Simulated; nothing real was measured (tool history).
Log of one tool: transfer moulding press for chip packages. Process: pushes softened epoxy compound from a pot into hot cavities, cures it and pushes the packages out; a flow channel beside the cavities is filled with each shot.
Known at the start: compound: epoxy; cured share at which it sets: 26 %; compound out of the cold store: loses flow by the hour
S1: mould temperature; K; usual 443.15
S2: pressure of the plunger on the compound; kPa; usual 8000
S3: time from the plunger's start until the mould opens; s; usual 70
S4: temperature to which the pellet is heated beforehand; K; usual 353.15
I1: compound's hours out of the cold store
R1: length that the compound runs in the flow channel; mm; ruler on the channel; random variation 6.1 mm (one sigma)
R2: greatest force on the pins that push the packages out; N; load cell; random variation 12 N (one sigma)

run,hour,S1,S2,S3,S4,I1,R1,R2
1,0.0,443.15,8000,70,353.15,22.2,811,738
# hour 7.7: cavities cleaned with cleaning compound and waxed
2,8.6,443.15,6730,70,353.15,36.3,700,625
3,22.1,443.15,8000,70,353.15,30.7,777,672
4,33.6,443.15,8000,70,353.15,46.8,740,723
5,45.8,443.15,8000,70,353.15,15.0,838,777
# hour 52.6: cavities cleaned with cleaning compound and waxed
6,58.3,443.15,8000,70,359.15,12.3,851,632
7,71.3,443.15,8000,70,359.15,10.2,865,717
8,87.4,443.15,8000,70,359.15,21.9,804,726
9,94.4,443.15,8000,70,359.15,23.5,809,749
# hour 97.3: cavities cleaned with cleaning compound and waxed
10,113.0,443.15,8000,70,359.15,8.4,872,740
11,129.1,440.15,8000,70,353.15,11.1,867,1001
# hour 132.3: mould's thermocouples calibrated
# hour 144.5: cavities cleaned with cleaning compound and waxed
12,148.0,440.15,8000,70,353.15,27.9,794,804
13,158.6,443.15,8000,70,353.15,10.0,853,740
14,171.4,449.15,8000,70,353.15,24.2,776,561
15,178.5,444.15,8570,70,346.15,13.8,864,724
# hour 189.8: cavities cleaned with cleaning compound and waxed
16,192.4,450.15,8570,70,346.15,9.8,851,462
17,204.4,450.15,8570,70,346.15,19.8,809,509
# hour 218.0: mould's thermocouples calibrated, once more
18,220.8,450.15,6750,70,359.15,15.2,730,527
# hour 236.1: cavities cleaned with cleaning compound and waxed
19,236.1,450.15,6750,70,359.15,11.6,756,451
20,243.0,450.15,6750,70,359.15,28.4,702,478
21,257.1,450.15,6640,73,349.15,26.9,697,495
22,271.3,445.15,7590,70,353.15,42.9,694,656
# hour 281.2: cavities cleaned with cleaning compound and waxed
23,284.8,440.15,7590,68,353.15,32.8,752,792
24,294.3,443.15,8000,95,358.15,18.2,800,492
25,305.6,443.15,8000,70,351.15,17.0,828,738
26,321.8,449.15,8000,87,343.15,10.9,819,542
# hour 325.7: cavities cleaned with cleaning compound and waxed
27,330.4,447.15,8000,87,343.15,25.5,769,449

5 ways to go on from here, each from the tool as it stands after run 27. What would each give?
A,338.2,451.15,7790,102,353.15,40.5,?,?
B,338.2,443.15,7640,94,353.15,45.3,?,?
C,338.2,443.15,7230,70,353.15,32.9,?,?
D,338.2,443.15,9370,105,353.15,37.2,?,?
E,338.2,447.15,8270,87,343.15,9.3,?,?

run,R1,R2
A,693,456
B,694,475
C,716,628
D,804,466
E,835,499
Without the tool's hidden state the same runs would have given:
run,R1,R2
A,726,419
B,727,434
C,751,567
D,842,426
E,875,457
